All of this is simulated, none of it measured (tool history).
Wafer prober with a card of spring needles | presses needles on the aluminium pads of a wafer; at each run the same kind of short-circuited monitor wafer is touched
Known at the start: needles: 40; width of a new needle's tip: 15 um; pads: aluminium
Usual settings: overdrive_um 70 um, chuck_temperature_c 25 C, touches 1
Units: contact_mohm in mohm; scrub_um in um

| run | hour | overdrive_um | chuck_temperature_c | touches | contact_mohm | scrub_um |
|---|---|---|---|---|---|---|
| 1 | 0.0 | 70 | 25 | 1 | 152 | 13.75 |
|  | 4.0 | tips cleaned on abrasive film |
| 2 | 21.6 | 70 | 25 | 1 | 170 | 13.66 |
|  | 30.1 | tips cleaned on abrasive film |
| 3 | 37.8 | 70 | 25 | 1 | 138 | 13.65 |
| 4 | 52.3 | 70 | 25 | 1 | 153 | 13.66 |
|  | 55.8 | tips cleaned on abrasive film |
|  | 69.6 | tips cleaned on abrasive film, once more |
| 5 | 74.5 | 70 | 25 | 1 | 137 | 13.64 |
| 6 | 85.4 | 70 | 25 | 1 | 151 | 13.63 |
|  | 96.1 | tips cleaned on abrasive film |
| 7 | 96.1 | 70 | 25 | 1 | 125 | 13.61 |
| 8 | 108.0 | 73 | 25 | 1 | 140 | 14.24 |
|  | 122.8 | tips cleaned on abrasive film |
| 9 | 129.3 | 70 | 25 | 1 | 136 | 13.59 |
| 10 | 139.6 | 70 | 25 | 1 | 148 | 13.61 |
|  | 148.7 | tips cleaned on abrasive film |
| 11 | 161.9 | 70 | 81 | 1 | 152 | 13.59 |
|  | 174.9 | tips cleaned on abrasive film |
| 12 | 178.9 | 57 | 25 | 1 | 139 | 10.99 |
| 13 | 190.0 | 57 | 25 | 1 | 161 | 11.00 |
|  | 201.1 | tips cleaned on abrasive film |
| 14 | 212.8 | 70 | 25 | 1 | 148 | 13.57 |
|  | 214.7 | height of the first contact set anew |
|  | 226.8 | tips cleaned on abrasive film |
| 15 | 226.8 | 69 | 25 | 1 | 124 | 13.74 |
| 16 | 241.5 | 69 | 25 | 1 | 143 | 13.71 |
|  | 253.2 | tips cleaned on abrasive film |
| 17 | 264.9 | 69 | 25 | 1 | 145 | 13.73 |
| 18 | 276.9 | 53 | 45 | 1 | 178 | 10.54 |
|  | 279.9 | tips cleaned on abrasive film |
| 19 | 291.2 | 67 | 74 | 2 | 142 | 13.28 |
|  | 306.4 | tips cleaned on abrasive film |
| 20 | 312.8 | 63 | 37 | 3 | 131 | 12.51 |
|  | 332.1 | tips cleaned on abrasive film |
| 21 | 337.1 | 58 | 25 | 3 | 129 | 11.51 |
| 22 | 354.8 | 58 | 25 | 3 | 141 | 11.49 |
|  | 358.4 | tips cleaned on abrasive film |
| 23 | 368.5 | 55 | 25 | 3 | 134 | 10.89 |
| 24 | 382.8 | 70 | 52 | 1 | 159 | 13.91 |
|  | 385.2 | tips cleaned on abrasive film |
| 25 | 399.0 | 70 | 52 | 1 | 148 | 13.89 |
|  | 411.3 | tips cleaned on abrasive film |
| 26 | 416.8 | 53 | 82 | 2 | 146 | 10.49 |
| 27 | 429.9 | 53 | 82 | 2 | 158 | 10.48 |
|  | 437.9 | tips cleaned on abrasive film |
| 28 | 441.6 | 53 | 44 | 2 | 134 | 10.49 |
| 29 | 458.6 | 65 | 62 | 1 | 163 | 12.86 |
|  | 464.1 | tips cleaned on abrasive film |
| 30 | 482.2 | 50 | 50 | 2 | 160 | 9.86 |
|  | 490.6 | tips cleaned on abrasive film |
| 31 | 502.7 | 70 | 98 | 1 | 151 | 13.82 |
|  | 516.4 | tips cleaned on abrasive film |
| 32 | 520.9 | 70 | 25 | 1 | 130 | 13.84 |

Hidden state or all else? Some run-to-run changes of contact_mohm, split into what the settings, what came in and random variation would give without the hidden state, and what is left for the hidden state (with any gauge scatter that isn't in both results):
The hidden state here: debris on the tips, nm; way that the needles fall short of the set height, um; tips' diameter, um; drift of the gauge itself on contact_mohm, %; drift of the gauge itself on scrub_um, %.
Run 2 -> 3: tips cleaned on abrasive film. contact_mohm -32 mohm: hidden state -32, all else +0.
Run 17 -> 18: overdrive_um 69 -> 53, chuck_temperature_c 25 -> 45. contact_mohm +33 mohm: hidden state +30, all else +3.
Run 18 -> 19: overdrive_um 53 -> 67, chuck_temperature_c 45 -> 74, touches 1 -> 2, tips cleaned on abrasive film. contact_mohm -36 mohm: hidden state -39, all else +3.
